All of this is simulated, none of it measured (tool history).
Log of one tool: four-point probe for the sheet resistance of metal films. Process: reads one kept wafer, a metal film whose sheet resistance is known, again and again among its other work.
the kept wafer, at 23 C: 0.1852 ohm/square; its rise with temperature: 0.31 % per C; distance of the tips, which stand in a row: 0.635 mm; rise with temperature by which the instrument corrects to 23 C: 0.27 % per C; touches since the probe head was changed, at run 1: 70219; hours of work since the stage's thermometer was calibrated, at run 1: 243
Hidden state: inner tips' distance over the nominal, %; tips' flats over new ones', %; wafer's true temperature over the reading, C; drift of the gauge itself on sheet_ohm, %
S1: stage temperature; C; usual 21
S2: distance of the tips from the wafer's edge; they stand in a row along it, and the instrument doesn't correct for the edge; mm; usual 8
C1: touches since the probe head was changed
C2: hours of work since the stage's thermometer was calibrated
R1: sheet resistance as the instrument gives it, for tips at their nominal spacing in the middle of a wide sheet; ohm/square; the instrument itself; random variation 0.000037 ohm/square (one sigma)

run    hour  S1  S2      C1    C2        R1
  1       0  21   8   70219   243  0.187523
  2      86  21   8   74152   298  0.187471
  3     219  21   8   80238   382  0.187569
  4   318.5  21   8   84788   444  0.187705
  5   426.4  21   8   89723   513  0.187735
  6   543.8  21   8   95091   587  0.187785
  7   634.9  21   8   99259   644  0.187817
  8   763.1  30   8  105124   725  0.188434
  9   897.7  21  51  111280   810  0.187394
 10   988.3  21  51  115427   867  0.187474
 11  1078.6  20  51  119555   924  0.187418
 12  1189.7  20  73  124638   994  0.187463
 13  1262.1  26  73  127948  1040  0.187925
 14  1326.8  31   6  130906  1081  0.189418
 15  1422.7  19  19  135293  1141  0.187652
 16  1557.9  29   8  141480  1227  0.188969
     1653.7  -- new probe head fitted
 17  1693.6  29   8    1822  1312  0.186659
 18  1777.1  29   3    5641  1364  0.190542
 19  1894.7  29   3   11021  1439  0.190545
 20    1964  29   3   14191  1482  0.190549

Forecast each of these 4 alternatives for the next run:
  A  2066.6  27   4  18886  1547   ?
  B  2066.6  22  16  18886  1547   ?
  C  2066.6  24   3  18886  1547   ?
  D  2066.6  21   9  18886  1547   ?

run        R1
  A  0.188612
  B  0.185874
  C  0.190321
  D  0.186153
Without the tool's hidden state the same runs would have given:
run        R1
  A  0.187977
  B  0.185251
  C  0.189683
  D   0.18553
